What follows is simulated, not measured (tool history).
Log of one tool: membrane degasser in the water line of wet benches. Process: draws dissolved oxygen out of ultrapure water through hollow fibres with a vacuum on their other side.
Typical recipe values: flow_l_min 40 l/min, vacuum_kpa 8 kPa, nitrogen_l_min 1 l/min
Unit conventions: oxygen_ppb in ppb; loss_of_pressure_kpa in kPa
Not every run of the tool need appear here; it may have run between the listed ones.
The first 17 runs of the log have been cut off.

| run | day | flow_l_min | vacuum_kpa | nitrogen_l_min | oxygen_ppb | loss_of_pressure_kpa |
|---|---|---|---|---|---|---|
| 18 | 39.475 | 28 | 8 | 0.92 | 308.7 | 27.2 |
| 19 | 42.467 | 40 | 8 | 0.43 | 702 | 38.47 |
| 20 | 45.642 | 54 | 11.79 | 2.65 | 467.5 | 51.71 |
| 21 | 47.179 | 35 | 17 | 2.65 | 430.4 | 33.67 |
| 22 | 49.679 | 35 | 17 | 2.65 | 429.8 | 33.55 |
| 23 | 52.433 | 33 | 6.76 | 1 | 260.1 | 31.62 |
| 24 | 54.625 | 29 | 8 | 1 | 294.2 | 28.03 |
| 25 | 57.792 | 64 | 4.93 | 0.55 | 437.5 | 61.53 |
| 26 | 59.862 | 63 | 8 | 1.05 | 637.7 | 60.65 |
| 27 | 61.942 | 40 | 6.08 | 1 | 265.2 | 38.76 |
| 28 | 64.158 | 32 | 10.07 | 1 | 457.1 | 30.86 |
| 29 | 67.054 | 40 | 12.02 | 1.22 | 606.8 | 38.71 |
| 30 | 69.783 | 40 | 8 | 1.52 | 303.3 | 38.28 |
| 31 | 71.717 | 40 | 8 | 1.52 | 308 | 38.68 |

Forecast each of these 3 alternatives for the next run:
| A | 73.983 | 50 | 8.88 | 1 | ? | ? |
| B | 73.983 | 55 | 18.25 | 1.52 | ? | ? |
| C | 73.983 | 32 | 7.95 | 1.71 | ? | ? |

| run | oxygen_ppb | loss_of_pressure_kpa |
|---|---|---|
| A | 583 | 48.3 |
| B | 1094.6 | 52.81 |
| C | 214.8 | 31.04 |
Take away the tool's hidden state, keep each run's random variation, and the runs would have read:
| run | oxygen_ppb | loss_of_pressure_kpa |
|---|---|---|
| A | 582.5 | 48.28 |
| B | 1094.2 | 52.8 |
| C | 214.6 | 31.03 |
